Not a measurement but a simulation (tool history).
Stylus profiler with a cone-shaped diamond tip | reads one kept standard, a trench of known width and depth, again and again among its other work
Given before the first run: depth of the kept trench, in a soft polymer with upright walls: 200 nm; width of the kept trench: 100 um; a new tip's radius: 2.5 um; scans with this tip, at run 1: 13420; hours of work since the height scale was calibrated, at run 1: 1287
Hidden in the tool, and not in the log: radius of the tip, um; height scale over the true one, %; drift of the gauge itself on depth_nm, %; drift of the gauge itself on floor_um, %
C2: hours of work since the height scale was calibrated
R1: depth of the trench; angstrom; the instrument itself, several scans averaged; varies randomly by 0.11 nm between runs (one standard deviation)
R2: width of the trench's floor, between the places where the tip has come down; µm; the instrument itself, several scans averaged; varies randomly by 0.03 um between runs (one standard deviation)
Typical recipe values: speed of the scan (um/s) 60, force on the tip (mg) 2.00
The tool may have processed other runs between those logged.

Run 1, hour 0.0: usual settings; scans with this tip 13420; C2 1287. Result: R1 2032.2 angstrom, R2 97.20 µm.
Run 2, hour 56.0: usual settings; scans with this tip 13658; C2 1309. Result: R1 2031.2 angstrom, R2 97.24 µm.
Run 3, hour 104.9: usual settings; scans with this tip 13865; C2 1329. Result: R1 2029.5 angstrom, R2 97.16 µm.
Run 4, hour 165.9: usual settings; scans with this tip 14124; C2 1354. Result: R1 2030.2 angstrom, R2 97.23 µm.
Run 5, hour 239.4: usual settings; scans with this tip 14437; C2 1384. Result: R1 2031.9 angstrom, R2 97.16 µm.
Run 6, hour 318.4: usual settings; scans with this tip 14772; C2 1416. Result: R1 2030.7 angstrom, R2 97.16 µm.
Run 7, hour 358.0: usual settings; scans with this tip 14940; C2 1432. Result: R1 2033.6 angstrom, R2 97.16 µm.
Run 8, hour 424.8: usual settings; scans with this tip 15224; C2 1459. Result: R1 2034.4 angstrom, R2 97.19 µm.
Run 9, hour 510.6: usual settings; scans with this tip 15588; C2 1494. Result: R1 2032.8 angstrom, R2 97.16 µm.
Run 10, hour 552.9: usual settings but speed of the scan (um/s) 68, force on the tip (mg) 3.74; scans with this tip 15768; C2 1512. Result: R1 2045.8 angstrom, R2 97.28 µm.
Run 11, hour 634.4: usual settings but speed of the scan (um/s) 16, force on the tip (mg) 5.67; scans with this tip 16114; C2 1545. Result: R1 2056.3 angstrom, R2 97.45 µm.
Run 12, hour 682.2: usual settings but speed of the scan (um/s) 92, force on the tip (mg) 1.61; scans with this tip 16317; C2 1564. Result: R1 2028.3 angstrom, R2 96.88 µm.
Run 13, hour 773.9: usual settings but speed of the scan (um/s) 159, force on the tip (mg) 1.04; scans with this tip 16706; C2 1602. Result: R1 2025.3 angstrom, R2 96.30 µm.
Run 14, hour 840.3: usual settings but speed of the scan (um/s) 50, force on the tip (mg) 1.08; scans with this tip 16988; C2 1629. Result: R1 2026.5 angstrom, R2 97.12 µm.
At hour 858.2: height scale calibrated on a step standard.
Run 15, hour 911.0: usual settings but speed of the scan (um/s) 58, force on the tip (mg) 1.77; scans with this tip 17286; C2 21. Result: R1 2020.2 angstrom, R2 97.07 µm.
Run 16, hour 984.6: usual settings but speed of the scan (um/s) 58, force on the tip (mg) 1.77; scans with this tip 17599; C2 51. Result: R1 2018.6 angstrom, R2 97.05 µm.
Run 17, hour 1048.2: usual settings but speed of the scan (um/s) 58, force on the tip (mg) 1.77; scans with this tip 17869; C2 77. Result: R1 2022.6 angstrom, R2 97.13 µm.

Consider 4 possible next runs. They are alternatives, not a sequence: every one starts from the tool as it was left by run 17. What does each give?
Run A, hour 1105.1: usual settings but force on the tip (mg) 1.36; scans with this tip 18110; C2 100. Result: R1 ?, R2 ?.
Run B, hour 1105.1: usual settings but speed of the scan (um/s) 72, force on the tip (mg) 1.77; scans with this tip 18110; C2 100. Result: R1 ?, R2 ?.
Run C, hour 1105.1: usual settings but speed of the scan (um/s) 58, force on the tip (mg) 3.73; scans with this tip 18110; C2 100. Result: R1 ?, R2 ?.
Run D, hour 1105.1: usual settings but speed of the scan (um/s) 59, force on the tip (mg) 0.99; scans with this tip 18110; C2 100. Result: R1 ?, R2 ?.

run      R1     R2
  A  2020.3  97.03
  B  2022.6  97.01
  C  2036.5  97.20
  D  2015.4  97.04
The same runs, with their run-to-run variation unchanged, on a tool lacking any hidden condition would have given:
run      R1     R2
  A  2019.7  97.65
  B  2022.0  97.64
  C  2035.9  97.83
  D  2014.8  97.67
